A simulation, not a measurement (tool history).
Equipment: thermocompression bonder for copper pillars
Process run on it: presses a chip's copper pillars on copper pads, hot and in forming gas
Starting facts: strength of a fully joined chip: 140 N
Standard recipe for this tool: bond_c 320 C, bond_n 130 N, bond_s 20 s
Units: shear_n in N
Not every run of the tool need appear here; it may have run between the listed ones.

run 1 day=0 | bond_c=320 bond_n=130 bond_s=20 | shear_n=89.7
run 2 day=0.817 | bond_c=320 bond_n=130 bond_s=20 | shear_n=92
-- day=1.642 forming gas filter changed
run 3 day=1.912 | bond_c=320 bond_n=130 bond_s=20 | shear_n=100.9
run 4 day=2.842 | bond_c=320 bond_n=130 bond_s=20 | shear_n=101.4
run 5 day=4.021 | bond_c=320 bond_n=130 bond_s=13 | shear_n=87.6
run 6 day=4.683 | bond_c=320 bond_n=130 bond_s=13 | shear_n=88.1
run 7 day=5.525 | bond_c=320 bond_n=130 bond_s=13 | shear_n=90.9
run 8 day=6.358 | bond_c=320 bond_n=130 bond_s=13 | shear_n=87.7
run 9 day=6.912 | bond_c=320 bond_n=130 bond_s=14 | shear_n=88.9
run 10 day=7.829 | bond_c=320 bond_n=130 bond_s=14 | shear_n=89
run 11 day=8.462 | bond_c=348 bond_n=130 bond_s=14 | shear_n=109.7
run 12 day=9.396 | bond_c=320 bond_n=181 bond_s=20 | shear_n=120.9
run 13 day=10.083 | bond_c=320 bond_n=130 bond_s=20 | shear_n=95.6
run 14 day=11 | bond_c=320 bond_n=189 bond_s=21 | shear_n=121.1
run 15 day=11.762 | bond_c=320 bond_n=189 bond_s=49 | shear_n=129.4
run 16 day=12.962 | bond_c=315 bond_n=110 bond_s=12 | shear_n=67.7
run 17 day=13.825 | bond_c=320 bond_n=100 bond_s=39 | shear_n=91.7
run 18 day=14.633 | bond_c=320 bond_n=100 bond_s=39 | shear_n=90.4
run 19 day=15.65 | bond_c=334 bond_n=96 bond_s=23 | shear_n=86.7
run 20 day=16.75 | bond_c=334 bond_n=96 bond_s=23 | shear_n=87.5
run 21 day=17.446 | bond_c=324 bond_n=81 bond_s=56 | shear_n=88.1
run 22 day=18.217 | bond_c=324 bond_n=81 bond_s=56 | shear_n=88.6
run 23 day=18.788 | bond_c=321 bond_n=114 bond_s=12 | shear_n=72
run 24 day=19.879 | bond_c=320 bond_n=132 bond_s=20 | shear_n=95.3
run 25 day=20.379 | bond_c=312 bond_n=132 bond_s=31 | shear_n=98.5

Results per run with the tool's hidden condition removed, run-to-run variation unchanged:
Unlogged tool condition in this case: true temperature of the bond over the reading, C; force that reaches the chip, % of what is set; oxide that the forming gas leaves, % of the face; drift of the gauge itself on shear_n, %.
run=1 shear_n=102.3
run=2 shear_n=105.2
run=3 shear_n=105.1
run=4 shear_n=106.1
run=5 shear_n=92.8
run=6 shear_n=93.6
run=7 shear_n=96.9
run=8 shear_n=93.8
run=9 shear_n=95.2
run=10 shear_n=95.7
run=11 shear_n=116.3
run=12 shear_n=127.6
run=13 shear_n=103.2
run=14 shear_n=128.2
run=15 shear_n=135.5
run=16 shear_n=75.4
run=17 shear_n=100.7
run=18 shear_n=99.8
run=19 shear_n=96.3
run=20 shear_n=97.5
run=21 shear_n=98.5
run=22 shear_n=99.3
run=23 shear_n=82
run=24 shear_n=107.1
run=25 shear_n=110.6

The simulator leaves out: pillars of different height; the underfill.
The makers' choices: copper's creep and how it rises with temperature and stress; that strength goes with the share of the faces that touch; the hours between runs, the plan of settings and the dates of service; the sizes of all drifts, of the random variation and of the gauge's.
